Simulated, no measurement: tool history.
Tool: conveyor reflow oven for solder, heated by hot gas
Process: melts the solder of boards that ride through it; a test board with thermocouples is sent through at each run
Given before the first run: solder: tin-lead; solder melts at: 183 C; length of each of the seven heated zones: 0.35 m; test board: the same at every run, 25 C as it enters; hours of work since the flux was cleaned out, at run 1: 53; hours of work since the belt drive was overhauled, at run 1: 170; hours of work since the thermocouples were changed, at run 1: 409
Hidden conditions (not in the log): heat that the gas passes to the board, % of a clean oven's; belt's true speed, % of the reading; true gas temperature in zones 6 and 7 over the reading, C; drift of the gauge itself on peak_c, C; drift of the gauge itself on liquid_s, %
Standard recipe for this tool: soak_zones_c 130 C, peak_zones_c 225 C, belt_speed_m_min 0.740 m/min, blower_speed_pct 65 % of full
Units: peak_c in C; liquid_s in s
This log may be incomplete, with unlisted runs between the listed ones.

run,hour,soak_zones_c,peak_zones_c,belt_speed_m_min,blower_speed_pct,hours of work since the flux was cleaned out,hours of work since the belt drive was overhauled,hours of work since the thermocouples were changed,peak_c,liquid_s
1,0.0,130,225,0.740,65,53,170,409,205.2,31.3
2,47.6,130,225,0.740,65,74,191,430,204.8,31.7
3,97.3,130,225,0.740,65,95,212,451,205.0,31.3
4,124.2,130,225,0.740,65,107,224,463,204.9,31.4
5,159.8,130,225,0.740,65,122,239,478,205.3,31.1
6,183.9,130,225,0.740,65,133,250,488,205.3,31.4
7,221.9,130,221,0.740,65,149,266,505,201.6,28.4
8,253.6,130,225,0.740,76,163,280,519,207.0,33.7
9,293.0,130,225,0.740,76,180,297,536,206.5,33.5
10,316.5,141,225,0.740,65,190,307,546,207.3,36.2
# hour 360.9: flux residue cleaned out of gas plates and filters
11,360.9,130,219,0.740,65,0,324,563,199.8,26.8
12,404.5,130,225,0.740,65,19,343,582,204.9,31.2
13,433.3,130,225,0.740,59,31,355,594,203.4,29.9
14,479.2,124,225,0.740,65,51,375,614,203.2,28.9
15,506.7,124,225,0.740,65,63,387,626,203.5,29.8
16,530.1,124,225,0.740,65,73,397,636,203.6,29.0
17,563.0,117,227,0.757,65,87,411,650,202.5,26.2
18,594.2,130,231,0.740,65,101,425,663,209.8,34.9
19,622.4,139,215,0.638,65,113,437,676,202.2,38.2
20,661.3,139,215,0.685,62,130,454,692,200.0,32.6
21,710.8,139,216,0.769,62,151,475,714,197.9,25.2
# hour 726.8: thermocouples of zones 6 and 7 changed
22,760.4,122,234,0.616,80,172,496,15,220.0,49.3
23,806.9,122,234,0.616,80,192,516,35,220.2,49.4
# hour 849.1: flux residue cleaned out of gas plates and filters
24,863.2,130,215,0.684,65,6,538,57,199.0,28.8
25,893.7,130,215,0.684,65,19,551,70,199.0,28.7
26,938.1,130,215,0.708,70,38,570,89,199.3,27.8
27,975.5,138,218,0.708,70,55,586,105,202.8,33.8
28,1025.7,130,225,0.644,84,76,608,127,212.2,43.8
29,1062.0,130,225,0.644,84,92,624,143,212.6,44.5
30,1110.4,130,240,0.740,61,113,645,164,216.6,39.4

Predict each of these 4 candidate next runs independently; none follows another, all start after run 30:
A,1160.5,130,225,0.590,65,134,666,185,?,?
B,1160.5,124,225,0.740,61,134,666,185,?,?
C,1160.5,143,220,0.740,62,134,666,185,?,?
D,1160.5,130,240,0.740,77,134,666,185,?,?

run,peak_c,liquid_s
A,212.1,47.8
B,203.4,27.7
C,202.9,32.5
D,219.8,41.8
With the hidden condition removed and each run's random variation left untouched, the same runs would have given:
run,peak_c,liquid_s
A,212.1,47.8
B,203.4,27.8
C,202.9,32.5
D,219.8,41.8
